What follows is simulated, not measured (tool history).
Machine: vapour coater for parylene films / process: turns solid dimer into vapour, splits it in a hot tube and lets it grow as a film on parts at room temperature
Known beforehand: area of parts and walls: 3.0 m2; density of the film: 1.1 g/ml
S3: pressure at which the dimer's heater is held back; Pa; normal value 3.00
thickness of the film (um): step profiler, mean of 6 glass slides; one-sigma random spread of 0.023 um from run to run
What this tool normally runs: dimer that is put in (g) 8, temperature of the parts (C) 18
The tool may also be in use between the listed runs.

run 1 hour=0.0 | dimer_that_is_put_in_(g)=8 temperature_of_the_parts_(C)=18 S3=3.00 | thickness_of_the_film_(um)=1.87
run 2 hour=28.6 | dimer_that_is_put_in_(g)=8 temperature_of_the_parts_(C)=16 S3=3.00 | thickness_of_the_film_(um)=1.96
run 3 hour=53.9 | dimer_that_is_put_in_(g)=8 temperature_of_the_parts_(C)=16 S3=3.00 | thickness_of_the_film_(um)=1.98
run 4 hour=80.9 | dimer_that_is_put_in_(g)=8 temperature_of_the_parts_(C)=16 S3=3.00 | thickness_of_the_film_(um)=1.96
run 5 hour=95.7 | dimer_that_is_put_in_(g)=9 temperature_of_the_parts_(C)=18 S3=3.00 | thickness_of_the_film_(um)=2.12
run 6 hour=116.5 | dimer_that_is_put_in_(g)=9 temperature_of_the_parts_(C)=18 S3=3.00 | thickness_of_the_film_(um)=2.13
run 7 hour=145.9 | dimer_that_is_put_in_(g)=8 temperature_of_the_parts_(C)=10 S3=3.00 | thickness_of_the_film_(um)=2.18
run 8 hour=178.8 | dimer_that_is_put_in_(g)=3 temperature_of_the_parts_(C)=16 S3=10.71 | thickness_of_the_film_(um)=0.56
run 9 hour=196.1 | dimer_that_is_put_in_(g)=4 temperature_of_the_parts_(C)=27 S3=2.63 | thickness_of_the_film_(um)=0.82
run 10 hour=213.4 | dimer_that_is_put_in_(g)=4 temperature_of_the_parts_(C)=27 S3=2.63 | thickness_of_the_film_(um)=0.85
run 11 hour=241.0 | dimer_that_is_put_in_(g)=3 temperature_of_the_parts_(C)=27 S3=5.63 | thickness_of_the_film_(um)=0.57
run 12 hour=266.5 | dimer_that_is_put_in_(g)=5 temperature_of_the_parts_(C)=18 S3=3.95 | thickness_of_the_film_(um)=1.13
run 13 hour=292.4 | dimer_that_is_put_in_(g)=5 temperature_of_the_parts_(C)=18 S3=3.95 | thickness_of_the_film_(um)=1.14

Withheld: 1 entry from between the runs. Position of each, and hidden state at the listed run before versus the listed run after:
After run 7, before run 8: trap's valve overhauled (hour 161.9)
  vapour lost through the trap's worn valve, %: 1 -> 0.1
